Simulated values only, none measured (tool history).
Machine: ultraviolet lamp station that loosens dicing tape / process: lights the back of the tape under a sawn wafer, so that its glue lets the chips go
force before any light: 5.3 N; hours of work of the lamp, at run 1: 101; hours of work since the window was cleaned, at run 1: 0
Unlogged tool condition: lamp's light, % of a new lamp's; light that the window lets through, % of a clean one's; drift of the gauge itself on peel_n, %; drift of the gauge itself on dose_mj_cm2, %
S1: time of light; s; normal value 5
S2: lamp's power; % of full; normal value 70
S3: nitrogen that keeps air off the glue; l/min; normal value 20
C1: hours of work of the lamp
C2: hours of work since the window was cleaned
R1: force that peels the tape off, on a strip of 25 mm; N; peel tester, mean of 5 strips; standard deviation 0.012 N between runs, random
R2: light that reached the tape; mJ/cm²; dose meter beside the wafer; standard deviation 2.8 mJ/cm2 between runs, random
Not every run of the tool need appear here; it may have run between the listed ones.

run   hour  S1  S2  S3   C1  C2     R1   R2
  1      0   5  70  20  101   0  0.566  369
  2    8.9   5  70   8  107   6      1  365
  3   14.5   9  70   8  111  10  0.378  669
  4   22.5   5  70  20  116  15  0.579  362
  5   31.3   5  84  20  122  21  0.403  433
  6   39.3   5  84  20  128  27  0.433  432
  7   44.7   5  84  20  131  30  0.457  433
  8   51.1   5  84  20  136  35   0.43  430
  9     57   3  84  20  140  39  0.985  258
 10   66.4   5  71  20  146  45  0.578  362
 11   75.7   5  71  20  152  51  0.576  358
 12   85.2   5  71  20  159  58  0.618  352
 13   89.7   5  70  20  162  61  0.632  350
 14   97.4   5  70  20  167  66  0.616  348
 15    106   5  96  20  173  72  0.371  483
 16  112.8   5  96  20  178  77  0.392  467
 17    118   5  95  20  181  80  0.376  469
 18  126.9   5  92  20  187  86  0.412  451
       128  -- window cleaned of glue's vapour
 19    133   4  92  20  191   3  0.606  356
 20  139.4   4  92  20  195   8  0.616  352
 21  144.1   5  70  20  198  11  0.653  334
 22  148.8   5  70  20  202  14  0.677  331
 23  157.1   6  70  20  207  20  0.488  398
 24    161   6  70  20  210  22  0.504  399
 25  165.7   6  70  20  213  26  0.491  399
 26  172.3   7  70  14  218  30  0.491  463
 27  177.7   7  70  14  221  34  0.491  460
     184.7  -- window cleaned of glue's vapour, once more
 28  186.3   7  70  14  227   1  0.415  503
 29  191.4   3  70   6  230   5  2.149  218
 30  199.5   2  74  16  236  10  2.066  153
 31  207.3   5  83  20  241  15   0.45  422
 32    212   5  83  20  244  19  0.438  426
 33  217.1   5  70  18  248  22  0.648  357
 34    221   6  69  31  250  25  0.383  422
 35  227.7   6  69  31  255  29  0.377  416
 36  232.6   4  69  14  258  33   1.13  280
 37  237.7   4  77  14  262  36   0.97  310
 38  245.3   5  85  11  267  41  0.657  424
 39  253.2  10  63  37  272  47  0.244  632
 40  261.3   3  65  30  278  52  1.268  191
 41  267.2   2  72  30  282  56   1.79  140
 42  274.1   7  64  20  286  61   0.43  437
 43  282.7   7  64  20  292  67   0.43  444

What would each run have given without the hidden state, its run-to-run variation left as it was?
run     R1   R2
  1  0.532  383
  2   0.94  380
  3  0.354  699
  4  0.534  380
  5   0.37  457
  6  0.394  458
  7  0.415  460
  8  0.387  458
  9  0.891  275
 10  0.512  388
 11  0.505  386
 12  0.539  382
 13  0.549  381
 14   0.53  380
 15  0.324  530
 16   0.34  515
 17  0.324  519
 18  0.352  500
 19  0.495  402
 20  0.501  399
 21   0.53  379
 22  0.546  377
 23  0.391  455
 24  0.403  457
 25  0.393  458
 26  0.391  533
 27   0.39  532
 28  0.378  534
 29  2.032  231
 30  1.943  163
 31  0.401  453
 32  0.389  458
 33  0.571  385
 34  0.343  457
 35  0.334  451
 36      1  304
 37  0.849  338
 38  0.564  464
 39  0.234  695
 40  1.109  211
 41  1.606  156
 42  0.365  486
 43  0.362  495

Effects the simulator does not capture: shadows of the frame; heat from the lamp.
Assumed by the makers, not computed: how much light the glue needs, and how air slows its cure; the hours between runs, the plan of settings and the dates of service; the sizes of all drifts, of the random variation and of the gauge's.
